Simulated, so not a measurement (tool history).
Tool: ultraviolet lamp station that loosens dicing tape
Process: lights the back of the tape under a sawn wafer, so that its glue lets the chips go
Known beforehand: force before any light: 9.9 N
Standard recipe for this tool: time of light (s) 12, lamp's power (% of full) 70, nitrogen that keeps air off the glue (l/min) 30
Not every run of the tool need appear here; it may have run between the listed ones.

| run | day | time of light (s) | lamp's power (% of full) | nitrogen that keeps air off the glue (l/min) | force that peels the tape off (N) | light that reached the tape (J/m2) |
|---|---|---|---|---|---|---|
| 1 | 0.000 | 12 | 70 | 30 | 0.483 | 4460 |
| 2 | 2.962 | 12 | 72 | 30 | 0.437 | 4550 |
| 3 | 4.854 | 12 | 70 | 30 | 0.476 | 4490 |
| 4 | 7.967 | 12 | 70 | 30 | 0.470 | 4450 |
|  | 8.171 | window cleaned of glue's vapour |
| 5 | 10.208 | 12 | 70 | 30 | 0.468 | 4480 |
| 6 | 12.196 | 12 | 70 | 30 | 0.485 | 4460 |
| 7 | 14.917 | 12 | 70 | 30 | 0.478 | 4480 |
| 8 | 16.479 | 23 | 70 | 30 | 0.189 | 8550 |
| 9 | 18.754 | 23 | 70 | 30 | 0.171 | 8550 |
| 10 | 20.829 | 23 | 70 | 30 | 0.178 | 8410 |
|  | 22.858 | lamp changed |
| 11 | 23.121 | 23 | 70 | 30 | 0.198 | 8580 |
| 12 | 25.733 | 12 | 70 | 30 | 0.484 | 4530 |
| 13 | 27.433 | 12 | 70 | 30 | 0.470 | 4440 |
| 14 | 29.517 | 12 | 70 | 30 | 0.460 | 4450 |
| 15 | 30.938 | 12 | 70 | 30 | 0.474 | 4510 |
| 16 | 33.579 | 12 | 70 | 30 | 0.481 | 4480 |
| 17 | 35.775 | 12 | 62 | 30 | 0.598 | 3970 |
| 18 | 38.412 | 12 | 62 | 30 | 0.631 | 3940 |
| 19 | 40.275 | 12 | 70 | 30 | 0.486 | 4500 |
| 20 | 41.938 | 12 | 79 | 30 | 0.361 | 5010 |
| 21 | 44.133 | 12 | 79 | 30 | 0.369 | 5020 |
| 22 | 46.379 | 8 | 80 | 25 | 0.971 | 3440 |
| 23 | 48.596 | 12 | 70 | 38 | 0.392 | 4430 |
|  | 50.962 | window cleaned of glue's vapour |
| 24 | 51.288 | 12 | 70 | 38 | 0.420 | 4490 |
| 25 | 54.017 | 12 | 63 | 18 | 0.831 | 4040 |
| 26 | 56.329 | 12 | 63 | 18 | 0.888 | 4010 |
| 27 | 58.200 | 12 | 63 | 18 | 0.862 | 4080 |
| 28 | 59.858 | 12 | 70 | 32 | 0.440 | 4490 |
| 29 | 61.417 | 12 | 70 | 32 | 0.457 | 4470 |
| 30 | 63.458 | 12 | 70 | 32 | 0.442 | 4470 |
| 31 | 66.250 | 12 | 70 | 32 | 0.454 | 4450 |
| 32 | 68.621 | 7 | 93 | 33 | 0.804 | 3460 |
|  | 71.554 | lamp changed |
| 33 | 71.825 | 7 | 93 | 33 | 0.816 | 3470 |
| 34 | 73.300 | 13 | 70 | 30 | 0.390 | 4910 |
| 35 | 75.558 | 12 | 70 | 11 | 1.050 | 4410 |
| 36 | 78.171 | 12 | 70 | 11 | 1.010 | 4490 |
| 37 | 80.417 | 14 | 72 | 25 | 0.375 | 5370 |
| 38 | 82.350 | 12 | 64 | 30 | 0.597 | 4100 |
| 39 | 85.546 | 12 | 64 | 21 | 0.739 | 4080 |
| 40 | 88.800 | 12 | 64 | 21 | 0.728 | 4080 |
| 41 | 91.121 | 7 | 65 | 34 | 1.570 | 2390 |
| 42 | 93.588 | 6 | 97 | 14 | 1.699 | 3110 |

Had the tool no unlogged condition, and each run kept its random variation, what would the results have been?
The tool's hidden condition here consists of: lamp's light, % of a new lamp's; light that the window lets through, % of a clean one's; drift of the gauge itself on peel_n, %; drift of the gauge itself on dose_mj_cm2, %.
| run | light that reached the tape (J/m2) |
|---|---|
| 1 | 4470 |
| 2 | 4560 |
| 3 | 4500 |
| 4 | 4460 |
| 5 | 4490 |
| 6 | 4470 |
| 7 | 4490 |
| 8 | 8570 |
| 9 | 8580 |
| 10 | 8440 |
| 11 | 8590 |
| 12 | 4530 |
| 13 | 4440 |
| 14 | 4450 |
| 15 | 4510 |
| 16 | 4480 |
| 17 | 3980 |
| 18 | 3950 |
| 19 | 4500 |
| 20 | 5020 |
| 21 | 5030 |
| 22 | 3450 |
| 23 | 4450 |
| 24 | 4500 |
| 25 | 4050 |
| 26 | 4020 |
| 27 | 4080 |
| 28 | 4500 |
| 29 | 4480 |
| 30 | 4490 |
| 31 | 4460 |
| 32 | 3470 |
| 33 | 3470 |
| 34 | 4920 |
| 35 | 4420 |
| 36 | 4500 |
| 37 | 5380 |
| 38 | 4100 |
| 39 | 4080 |
| 40 | 4090 |
| 41 | 2400 |
| 42 | 3120 |
force that peels the tape off (N): within 0.006 of the measured result in every run.
